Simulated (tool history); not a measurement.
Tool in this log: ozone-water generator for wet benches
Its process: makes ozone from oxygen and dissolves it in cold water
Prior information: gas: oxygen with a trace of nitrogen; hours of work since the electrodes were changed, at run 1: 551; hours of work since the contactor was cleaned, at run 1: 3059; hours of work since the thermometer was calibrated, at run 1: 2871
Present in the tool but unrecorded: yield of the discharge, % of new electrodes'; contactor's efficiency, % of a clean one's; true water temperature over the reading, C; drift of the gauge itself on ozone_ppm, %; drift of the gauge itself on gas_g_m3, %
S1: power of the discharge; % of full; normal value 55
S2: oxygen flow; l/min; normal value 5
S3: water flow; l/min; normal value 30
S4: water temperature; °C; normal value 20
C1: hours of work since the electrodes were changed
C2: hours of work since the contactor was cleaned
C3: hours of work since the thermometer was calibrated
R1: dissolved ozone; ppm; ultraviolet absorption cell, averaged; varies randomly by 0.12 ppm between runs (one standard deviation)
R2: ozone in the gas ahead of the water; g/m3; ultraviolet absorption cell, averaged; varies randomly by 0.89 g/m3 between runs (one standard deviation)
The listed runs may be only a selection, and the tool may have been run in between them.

run	day	S1	S2	S3	S4	C1	C2	C3	R1	R2
1	0	55	5	30	20	551	3059	2871	10.9	144.6
2	1.125	55	5	30	20	568	3076	2888	10.8	143.3
3	2.129	55	8.22	30	20	583	3092	2904	12.1	119.4
4	2.838	55	5	30	16	594	3102	2914	11.3	142.5
5	3.604	55	5	30	16	606	3114	2926	11.2	145.8
6	4.446	55	7.45	30	20	619	3127	2939	11.8	122.4
7	5.204	55	7.45	30	20	630	3138	2951	11.8	124
8	5.983	55	7.45	30	20	642	3150	2962	11.7	123.6
9	7.15	51	5	30	20	660	3168	2980	10	134.5
10	8.158	51	5	30	20	675	3184	2996	10	136.2
11	8.954	55	5	33	20	688	3196	3008	10	144.2
12	10.262	66	5	33	20	707	3216	3028	11.4	167.4
# day 10.525: contactor cleaned
13	11.479	66	5	33	13	724	15	3044	11.9	167
14	12.588	55	5	30	20	740	31	3061	10.4	143.7
# day 13.1: contactor cleaned, once more
15	13.3	55	5	30	20	749	3	3069	11.6	142.9
16	14.512	55	5	30	20	767	22	3087	11.4	142.3
17	15.346	55	5	29	28	780	34	3100	10.7	143.8
18	16.683	55	5	29	28	800	55	3121	10.5	142.9
19	17.279	55	4.98	30	20	809	64	3130	11.3	142.8
20	17.833	69	6.39	30	17	818	72	3138	15.1	156.1
21	18.55	69	6.39	30	17	829	83	3149	15.4	155.5
22	19.767	55	3.73	22	20	847	102	3168	13.9	158.9
23	20.679	55	3.73	22	20	861	116	3182	13.9	159
24	21.6	55	3.75	30	20	875	130	3196	10.5	156.8
25	22.346	57	3.77	34	17	887	141	3207	10	163.2
26	23.3	71	3.77	34	23	901	156	3221	11.1	194.3
27	24.346	71	3.77	34	23	917	172	3237	10.9	194
28	25.125	55	5	41	14	929	183	3249	8.9	143.1
29	26.012	55	5	42	20	943	197	3263	8	142.1
30	26.954	55	5	26	13	957	211	3277	13.9	140.6
31	27.758	55	5	26	13	969	224	3289	13.9	141.8
32	28.783	55	5	26	13	985	239	3305	13.9	140.7

Here are 3 independent what-if runs from the current tool condition. What would each one return?
A	29.542	50	2.53	26	13	996	251	3317	?	?
B	29.542	55	5	26	19	996	251	3317	?	?
C	29.542	99	5.84	30	19	996	251	3317	?	?

run	R1	R2
A	10.1	169.8
B	13.2	142.3
C	19.1	214.6
Without the tool's hidden state the same runs would have given:
run	R1	R2
A	10.5	174.5
B	13.7	146.7
C	20.3	225.3
